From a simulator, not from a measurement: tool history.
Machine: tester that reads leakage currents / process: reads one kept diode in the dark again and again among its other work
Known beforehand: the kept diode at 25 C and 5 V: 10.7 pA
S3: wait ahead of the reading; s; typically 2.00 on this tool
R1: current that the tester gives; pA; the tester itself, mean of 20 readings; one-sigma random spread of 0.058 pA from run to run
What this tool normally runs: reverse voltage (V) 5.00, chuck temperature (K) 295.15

{"run": 1, "hour": 0.0, "reverse voltage (V)": 5.0, "chuck temperature (K)": 295.15, "S3": 2.0, "R1": 15.77}
{"run": 2, "hour": 38.9, "reverse voltage (V)": 5.0, "chuck temperature (K)": 295.15, "S3": 2.0, "R1": 15.87}
{"run": 3, "hour": 59.1, "reverse voltage (V)": 5.0, "chuck temperature (K)": 295.15, "S3": 2.0, "R1": 15.97}
{"run": 4, "hour": 75.0, "reverse voltage (V)": 6.08, "chuck temperature (K)": 295.15, "S3": 2.0, "R1": 18.69}
{"run": 5, "hour": 92.7, "reverse voltage (V)": 6.08, "chuck temperature (K)": 295.15, "S3": 2.0, "R1": 18.93}
{"run": 6, "hour": 126.0, "reverse voltage (V)": 5.0, "chuck temperature (K)": 295.15, "S3": 2.0, "R1": 16.35}
{"run": 7, "hour": 150.1, "reverse voltage (V)": 5.0, "chuck temperature (K)": 295.15, "S3": 2.0, "R1": 16.39}
{"run": 8, "hour": 186.2, "reverse voltage (V)": 5.0, "chuck temperature (K)": 295.15, "S3": 0.44, "R1": 19.66}
{"run": 9, "hour": 215.4, "reverse voltage (V)": 10.55, "chuck temperature (K)": 295.15, "S3": 2.0, "R1": 30.46}
{"run": 10, "hour": 252.4, "reverse voltage (V)": 10.55, "chuck temperature (K)": 295.15, "S3": 2.0, "R1": 31.11}
{"run": 11, "hour": 282.1, "reverse voltage (V)": 3.09, "chuck temperature (K)": 295.15, "S3": 2.0, "R1": 11.7}
{"run": 12, "hour": 304.8, "reverse voltage (V)": 9.22, "chuck temperature (K)": 295.15, "S3": 2.0, "R1": 28.25}
{"run": 13, "hour": 335.3, "reverse voltage (V)": 1.56, "chuck temperature (K)": 295.15, "S3": 2.0, "R1": 7.02}
{"run": 14, "hour": 357.6, "reverse voltage (V)": 5.0, "chuck temperature (K)": 295.15, "S3": 2.0, "R1": 17.43}
{"run": 15, "hour": 386.2, "reverse voltage (V)": 5.0, "chuck temperature (K)": 295.15, "S3": 2.0, "R1": 17.49}
{"run": 16, "hour": 413.7, "reverse voltage (V)": 5.0, "chuck temperature (K)": 295.15, "S3": 2.0, "R1": 17.72}
{"run": 17, "hour": 433.3, "reverse voltage (V)": 5.0, "chuck temperature (K)": 326.15, "S3": 2.0, "R1": 76.24}
{"run": 18, "hour": 452.5, "reverse voltage (V)": 1.79, "chuck temperature (K)": 295.15, "S3": 2.0, "R1": 7.96}
{"run": 19, "hour": 483.5, "reverse voltage (V)": 1.79, "chuck temperature (K)": 295.15, "S3": 2.0, "R1": 8.09}
{"run": 20, "hour": 515.8, "reverse voltage (V)": 5.0, "chuck temperature (K)": 331.15, "S3": 2.0, "R1": 100.4}
{"run": 21, "hour": 540.9, "reverse voltage (V)": 16.61, "chuck temperature (K)": 304.15, "S3": 0.41, "R1": 75.67}
{"run": 22, "hour": 565.5, "reverse voltage (V)": 16.61, "chuck temperature (K)": 304.15, "S3": 0.41, "R1": 75.77}
{"run": 23, "hour": 599.0, "reverse voltage (V)": 16.61, "chuck temperature (K)": 304.15, "S3": 0.41, "R1": 76.63}
{"run": 24, "hour": 631.3, "reverse voltage (V)": 16.61, "chuck temperature (K)": 304.15, "S3": 0.41, "R1": 77.3}
{"run": 25, "hour": 656.2, "reverse voltage (V)": 1.54, "chuck temperature (K)": 295.15, "S3": 5.75, "R1": 7.21}
{"run": 26, "hour": 694.0, "reverse voltage (V)": 5.52, "chuck temperature (K)": 295.15, "S3": 5.75, "R1": 20.14}
{"hour": 709.4, "done": "probe card cleaned and baked"}
{"run": 27, "hour": 735.7, "reverse voltage (V)": 3.54, "chuck temperature (K)": 298.15, "S3": 0.44, "R1": 11.01}
{"run": 28, "hour": 761.9, "reverse voltage (V)": 5.8, "chuck temperature (K)": 295.15, "S3": 2.0, "R1": 10.01}
{"run": 29, "hour": 795.9, "reverse voltage (V)": 4.2, "chuck temperature (K)": 318.15, "S3": 0.35, "R1": 40.2}
{"run": 30, "hour": 828.3, "reverse voltage (V)": 4.2, "chuck temperature (K)": 318.15, "S3": 0.35, "R1": 40.24}
{"run": 31, "hour": 848.9, "reverse voltage (V)": 4.2, "chuck temperature (K)": 318.15, "S3": 0.35, "R1": 40.06}
{"run": 32, "hour": 880.6, "reverse voltage (V)": 1.68, "chuck temperature (K)": 295.15, "S3": 2.0, "R1": 4.8}
{"run": 33, "hour": 903.6, "reverse voltage (V)": 1.68, "chuck temperature (K)": 295.15, "S3": 2.0, "R1": 4.8}
{"run": 34, "hour": 931.2, "reverse voltage (V)": 9.91, "chuck temperature (K)": 295.15, "S3": 1.9, "R1": 15.93}
{"run": 35, "hour": 960.2, "reverse voltage (V)": 9.91, "chuck temperature (K)": 309.15, "S3": 0.8, "R1": 38.46}
{"run": 36, "hour": 990.6, "reverse voltage (V)": 2.58, "chuck temperature (K)": 295.15, "S3": 2.0, "R1": 6.52}
{"run": 37, "hour": 1015.0, "reverse voltage (V)": 7.99, "chuck temperature (K)": 311.15, "S3": 2.0, "R1": 36.29}
{"run": 38, "hour": 1036.1, "reverse voltage (V)": 1.95, "chuck temperature (K)": 303.15, "S3": 1.71, "R1": 9.31}
{"run": 39, "hour": 1052.9, "reverse voltage (V)": 3.56, "chuck temperature (K)": 312.15, "S3": 0.36, "R1": 26.04}

Predict each of these 5 candidate next runs independently; none follows another, all start after run 39:
{"run": "A", "hour": 1077.4, "reverse voltage (V)": 8.56, "chuck temperature (K)": 296.15, "S3": 3.53, "R1": "?"}
{"run": "B", "hour": 1077.4, "reverse voltage (V)": 13.71, "chuck temperature (K)": 312.15, "S3": 0.36, "R1": "?"}
{"run": "C", "hour": 1077.4, "reverse voltage (V)": 3.56, "chuck temperature (K)": 296.15, "S3": 1.51, "R1": "?"}
{"run": "D", "hour": 1077.4, "reverse voltage (V)": 8.5, "chuck temperature (K)": 312.15, "S3": 3.11, "R1": "?"}
{"run": "E", "hour": 1077.4, "reverse voltage (V)": 4.35, "chuck temperature (K)": 295.15, "S3": 3.23, "R1": "?"}

run=A R1=15.83
run=B R1=64.88
run=C R1=9.09
run=D R1=39.77
run=E R1=9.43
Had the tool no hidden state, the same runs would have come out as:
run=A R1=13.56
run=B R1=63.89
run=C R1=8.39
run=D R1=39.77
run=E R1=8.43
